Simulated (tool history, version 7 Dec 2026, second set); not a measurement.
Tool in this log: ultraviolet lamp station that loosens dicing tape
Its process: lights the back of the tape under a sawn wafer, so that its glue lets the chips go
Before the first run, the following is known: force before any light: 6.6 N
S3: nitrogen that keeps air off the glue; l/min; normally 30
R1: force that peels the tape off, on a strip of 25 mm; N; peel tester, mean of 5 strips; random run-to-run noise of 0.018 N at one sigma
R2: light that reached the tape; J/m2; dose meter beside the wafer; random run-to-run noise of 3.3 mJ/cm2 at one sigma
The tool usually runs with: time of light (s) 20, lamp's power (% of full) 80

Run 1, hour 0.0: usual settings. Result: R1 1.015 N, R2 4870 J/m2.
Run 2, hour 12.3: usual settings. Result: R1 1.028 N, R2 4830 J/m2.
Run 3, hour 24.4: usual settings. Result: R1 1.036 N, R2 4860 J/m2.
Run 4, hour 32.1: usual settings. Result: R1 1.055 N, R2 4860 J/m2.
Run 5, hour 49.1: usual settings. Result: R1 1.045 N, R2 4870 J/m2.
Run 6, hour 63.7: usual settings. Result: R1 1.059 N, R2 4790 J/m2.
Run 7, hour 75.3: usual settings. Result: R1 1.054 N, R2 4820 J/m2.
Run 8, hour 82.8: usual settings. Result: R1 1.041 N, R2 4800 J/m2.
Run 9, hour 92.7: usual settings. Result: R1 1.054 N, R2 4790 J/m2.
Run 10, hour 102.4: usual settings but lamp's power (% of full) 87. Result: R1 0.879 N, R2 5190 J/m2.
Run 11, hour 115.6: usual settings but lamp's power (% of full) 87. Result: R1 0.921 N, R2 5180 J/m2.
Run 12, hour 129.3: usual settings but lamp's power (% of full) 87. Result: R1 0.912 N, R2 5240 J/m2.
Run 13, hour 145.8: usual settings but S3 10 l/min. Result: R1 1.999 N, R2 4810 J/m2.
Run 14, hour 156.6: usual settings but S3 10 l/min. Result: R1 2.039 N, R2 4790 J/m2.
Run 15, hour 169.3: usual settings but S3 38 l/min. Result: R1 0.890 N, R2 4740 J/m2.
Run 16, hour 183.7: usual settings but S3 38 l/min. Result: R1 0.935 N, R2 4680 J/m2.
Run 17, hour 198.7: usual settings but S3 38 l/min. Result: R1 0.954 N, R2 4650 J/m2.
Run 18, hour 210.7: usual settings but S3 38 l/min. Result: R1 0.959 N, R2 4730 J/m2.
Run 19, hour 219.4: usual settings but lamp's power (% of full) 69. Result: R1 1.387 N, R2 4030 J/m2.
Run 20, hour 237.7: usual settings. Result: R1 1.084 N, R2 4690 J/m2.
Run 21, hour 253.6: usual settings. Result: R1 1.149 N, R2 4610 J/m2.
Run 22, hour 266.2: usual settings. Result: R1 1.141 N, R2 4620 J/m2.
Run 23, hour 281.6: usual settings. Result: R1 1.143 N, R2 4610 J/m2.
Run 24, hour 295.2: usual settings but time of light (s) 27, lamp's power (% of full) 87, S3 11 l/min. Result: R1 1.227 N, R2 6770 J/m2.
Run 25, hour 304.9: usual settings but time of light (s) 37, lamp's power (% of full) 87, S3 58 l/min. Result: R1 0.273 N, R2 9150 J/m2.
Run 26, hour 313.5: usual settings but time of light (s) 37, lamp's power (% of full) 87, S3 58 l/min. Result: R1 0.245 N, R2 9740 J/m2.
Run 27, hour 328.2: usual settings but time of light (s) 37, lamp's power (% of full) 60, S3 32 l/min. Result: R1 0.560 N, R2 6620 J/m2.
Run 28, hour 339.8: usual settings but time of light (s) 27, lamp's power (% of full) 82, S3 25 l/min. Result: R1 0.685 N, R2 6560 J/m2.
Run 29, hour 354.6: usual settings but time of light (s) 29. Result: R1 0.544 N, R2 6840 J/m2.
Run 30, hour 373.1: usual settings but time of light (s) 29. Result: R1 0.564 N, R2 6920 J/m2.
Run 31, hour 382.7: usual settings but time of light (s) 29. Result: R1 0.569 N, R2 6810 J/m2.
Run 32, hour 392.5: usual settings but time of light (s) 12, S3 13 l/min. Result: R1 3.069 N, R2 2830 J/m2.
Run 33, hour 401.7: usual settings but time of light (s) 32, lamp's power (% of full) 78, S3 44 l/min. Result: R1 0.384 N, R2 7310 J/m2.
Run 34, hour 417.9: usual settings but time of light (s) 32, lamp's power (% of full) 78, S3 44 l/min. Result: R1 0.391 N, R2 7280 J/m2.
Run 35, hour 430.1: usual settings but time of light (s) 39, lamp's power (% of full) 97. Result: R1 0.275 N, R2 10970 J/m2.
Run 36, hour 438.9: usual settings but time of light (s) 39, lamp's power (% of full) 97. Result: R1 0.276 N, R2 10890 J/m2.
Run 37, hour 453.2: usual settings but time of light (s) 33, lamp's power (% of full) 89. Result: R1 0.386 N, R2 8580 J/m2.
Run 38, hour 467.6: usual settings but time of light (s) 22, lamp's power (% of full) 64, S3 24 l/min. Result: R1 1.512 N, R2 4050 J/m2.
Run 39, hour 485.8: usual settings but time of light (s) 22, lamp's power (% of full) 64, S3 24 l/min. Result: R1 1.494 N, R2 4060 J/m2.
Run 40, hour 499.1: usual settings but time of light (s) 10, lamp's power (% of full) 91. Result: R1 2.391 N, R2 2640 J/m2.
Run 41, hour 512.2: usual settings but time of light (s) 30, lamp's power (% of full) 61, S3 37 l/min. Result: R1 0.762 N, R2 5240 J/m2.
Run 42, hour 520.0: usual settings but time of light (s) 16, lamp's power (% of full) 69, S3 37 l/min. Result: R1 1.759 N, R2 3160 J/m2.
Run 43, hour 529.1: usual settings but time of light (s) 16, lamp's power (% of full) 69, S3 37 l/min. Result: R1 1.680 N, R2 3190 J/m2.
Run 44, hour 546.6: usual settings but time of light (s) 16, lamp's power (% of full) 69, S3 37 l/min. Result: R1 1.744 N, R2 3140 J/m2.

Not shown here: 1 entry made in the log between runs. Locate each between two listed runs and compare the hidden state at the listed run before it with the hidden state at the listed run after it:
Run 25 -> run 26: window cleaned of glue's vapour (hour 310.5)
  lamp's light, % of a new lamp's: 90.7 -> 90.6; light that the window lets through, % of a clean one's: 94.8 -> 98.8
  difference, measured minus the result without the unlogged condition, R1: +0.026 -> +0.016 N; R2: -1490 -> -1130 J/m2
